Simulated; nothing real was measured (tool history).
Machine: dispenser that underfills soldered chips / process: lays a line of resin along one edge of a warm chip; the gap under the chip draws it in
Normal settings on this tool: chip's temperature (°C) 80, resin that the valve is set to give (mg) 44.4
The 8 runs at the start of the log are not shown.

run	hour	chip's temperature (°C)	resin that the valve is set to give (mg)	hours of work since the syringe was changed	hours of work since the valve was cleaned	hours of work since the stage was calibrated	time until the resin shows at the far edge (s)	resin that the valve gave (mg)
9	39.4	80	44.4	5	83	63	260.5	42.98
10	43.0	80	44.4	8	86	65	297.2	43.00
# hour 43.8: new syringe of resin
11	50.3	68	44.4	5	90	70	385.1	43.14
# hour 51.9: dispensing valve cleaned and set on the balance
# hour 56.9: new syringe of resin
12	57.4	68	44.4	0	4	74	304.5	44.23
13	64.2	68	40.2	5	8	79	395.8	40.03
# hour 69.4: new syringe of resin
14	69.7	80	57.4	0	12	82	194.9	57.04
15	75.6	80	44.4	4	16	87	247.4	44.16
# hour 81.6: new syringe of resin
16	83.6	80	44.4	1	21	92	207.5	44.03
17	90.7	80	44.4	6	26	97	281.9	44.05
# hour 93.8: new syringe of resin
18	97.4	87	44.4	3	31	101	179.7	43.88
19	103.0	87	52.8	6	35	105	217.3	52.11
# hour 105.9: new syringe of resin
20	108.0	81	46.0	1	38	108	204.7	45.05
21	113.0	68	49.0	5	41	112	400.0	48.37
22	117.0	69	49.0	8	44	115	454.2	48.34
# hour 117.9: new syringe of resin
23	120.6	71	38.7	2	47	117	306.2	37.91
24	128.3	80	54.7	7	52	122	291.4	53.56
# hour 130.2: new syringe of resin
25	132.8	80	44.4	2	55	125	216.5	43.47
26	138.6	75	43.9	6	59	129	321.7	43.07
# hour 142.1: new syringe of resin
27	142.3	93	39.4	0	61	132	131.7	38.56
28	146.5	72	51.2	3	64	135	303.5	50.06
29	152.8	73	42.9	7	69	139	391.4	41.77
# hour 154.4: new syringe of resin
30	156.5	73	42.9	1	71	141	278.7	41.78
31	159.8	80	47.6	4	73	144	249.6	46.28
# hour 166.3: new syringe of resin
32	167.6	84	51.3	1	78	149	177.1	49.96

What if the next run were any one of these 3? Each begins from the tool's condition after run 32:
A	171.4	83	48.5	4	81	152	?	?
B	171.4	66	49.2	4	81	152	?	?
C	171.4	70	55.5	4	81	152	?	?

run	time until the resin shows at the far edge (s)	resin that the valve gave (mg)
A	215.7	47.08
B	396.6	47.60
C	345.5	53.70
Stripped of hidden state, with their random variation kept, the same runs would have yielded:
run	time until the resin shows at the far edge (s)	resin that the valve gave (mg)
A	173.4	48.50
B	318.2	49.04
C	277.6	55.32
